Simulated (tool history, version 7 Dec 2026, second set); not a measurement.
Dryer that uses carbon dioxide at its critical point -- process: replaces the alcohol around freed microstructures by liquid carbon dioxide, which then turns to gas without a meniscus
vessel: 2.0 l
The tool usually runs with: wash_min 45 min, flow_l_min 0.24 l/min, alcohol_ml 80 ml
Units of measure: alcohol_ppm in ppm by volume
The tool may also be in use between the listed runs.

run 1 hour=0 | wash_min=45 flow_l_min=0.24 alcohol_ml=80 | alcohol_ppm=1097
run 2 hour=9.1 | wash_min=45 flow_l_min=0.24 alcohol_ml=80 | alcohol_ppm=1094
run 3 hour=18.4 | wash_min=45 flow_l_min=0.24 alcohol_ml=80 | alcohol_ppm=1085
run 4 hour=26.6 | wash_min=45 flow_l_min=0.373 alcohol_ml=80 | alcohol_ppm=252
run 5 hour=35.9 | wash_min=45 flow_l_min=0.373 alcohol_ml=57 | alcohol_ppm=200
run 6 hour=42.7 | wash_min=45 flow_l_min=0.373 alcohol_ml=57 | alcohol_ppm=208
run 7 hour=55.2 | wash_min=45 flow_l_min=0.373 alcohol_ml=112 | alcohol_ppm=329
-- hour=60.4 inlet filter changed
run 8 hour=66.1 | wash_min=45 flow_l_min=0.373 alcohol_ml=112 | alcohol_ppm=173
run 9 hour=76.4 | wash_min=45 flow_l_min=0.373 alcohol_ml=112 | alcohol_ppm=178
run 10 hour=84.7 | wash_min=45 flow_l_min=0.373 alcohol_ml=112 | alcohol_ppm=179
run 11 hour=93.6 | wash_min=45 flow_l_min=0.373 alcohol_ml=112 | alcohol_ppm=180
run 12 hour=106.9 | wash_min=45 flow_l_min=0.373 alcohol_ml=112 | alcohol_ppm=188
run 13 hour=116.6 | wash_min=45 flow_l_min=0.24 alcohol_ml=44 | alcohol_ppm=409
run 14 hour=126.3 | wash_min=52 flow_l_min=0.268 alcohol_ml=30 | alcohol_ppm=171
run 15 hour=139.2 | wash_min=52 flow_l_min=0.268 alcohol_ml=30 | alcohol_ppm=168
run 16 hour=149.6 | wash_min=52 flow_l_min=0.268 alcohol_ml=30 | alcohol_ppm=171
run 17 hour=155.9 | wash_min=49 flow_l_min=0.203 alcohol_ml=102 | alcohol_ppm=1186
run 18 hour=165 | wash_min=38 flow_l_min=0.362 alcohol_ml=80 | alcohol_ppm=343

Expected results for the next run?
run 19 hour=176.1 | wash_min=38 flow_l_min=0.338 alcohol_ml=42 | alcohol_ppm=?

{"run 19": {"alcohol_ppm": 272}}
With the hidden condition absent and the run-to-run variation left alone, this run would have shown alcohol_ppm 133 ppm by volume.
